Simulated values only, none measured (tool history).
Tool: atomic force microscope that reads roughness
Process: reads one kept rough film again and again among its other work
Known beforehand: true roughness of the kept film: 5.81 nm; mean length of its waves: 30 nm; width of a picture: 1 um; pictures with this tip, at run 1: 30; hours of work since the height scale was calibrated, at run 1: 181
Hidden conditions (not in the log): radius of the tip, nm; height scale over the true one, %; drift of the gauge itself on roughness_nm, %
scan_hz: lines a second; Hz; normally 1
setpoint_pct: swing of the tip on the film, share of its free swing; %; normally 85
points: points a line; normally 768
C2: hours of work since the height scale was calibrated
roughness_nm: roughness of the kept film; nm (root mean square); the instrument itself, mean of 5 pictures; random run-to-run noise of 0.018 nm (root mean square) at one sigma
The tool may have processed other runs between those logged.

{"run": 1, "day": 0.0, "scan_hz": 1, "setpoint_pct": 85, "points": 768, "pictures with this tip": 30, "C2": 181, "roughness_nm": 4.18}
{"run": 2, "day": 0.367, "scan_hz": 1, "setpoint_pct": 85, "points": 768, "pictures with this tip": 36, "C2": 184, "roughness_nm": 4.188}
{"run": 3, "day": 0.75, "scan_hz": 1, "setpoint_pct": 85, "points": 703, "pictures with this tip": 42, "C2": 188, "roughness_nm": 4.091}
{"run": 4, "day": 1.025, "scan_hz": 1, "setpoint_pct": 85, "points": 703, "pictures with this tip": 47, "C2": 191, "roughness_nm": 4.109}
{"run": 5, "day": 1.371, "scan_hz": 1, "setpoint_pct": 85, "points": 808, "pictures with this tip": 52, "C2": 195, "roughness_nm": 4.085}
{"run": 6, "day": 1.729, "scan_hz": 1, "setpoint_pct": 85, "points": 808, "pictures with this tip": 58, "C2": 198, "roughness_nm": 4.059}
{"run": 7, "day": 2.025, "scan_hz": 1, "setpoint_pct": 85, "points": 768, "pictures with this tip": 63, "C2": 201, "roughness_nm": 4.005}
{"run": 8, "day": 2.408, "scan_hz": 1, "setpoint_pct": 85, "points": 768, "pictures with this tip": 69, "C2": 205, "roughness_nm": 3.989}

Expected results for the next run?
{"day": 2.488, "done": "height scale calibrated on a step standard"}
{"run": 9, "day": 2.846, "scan_hz": 1, "setpoint_pct": 85, "points": 775, "pictures with this tip": 76, "C2": 4, "roughness_nm": "?"}

roughness_nm: 3.972 nm (root mean square)
With the hidden condition absent and the run-to-run variation left alone, this run would have shown roughness_nm 4.418 nm (root mean square).
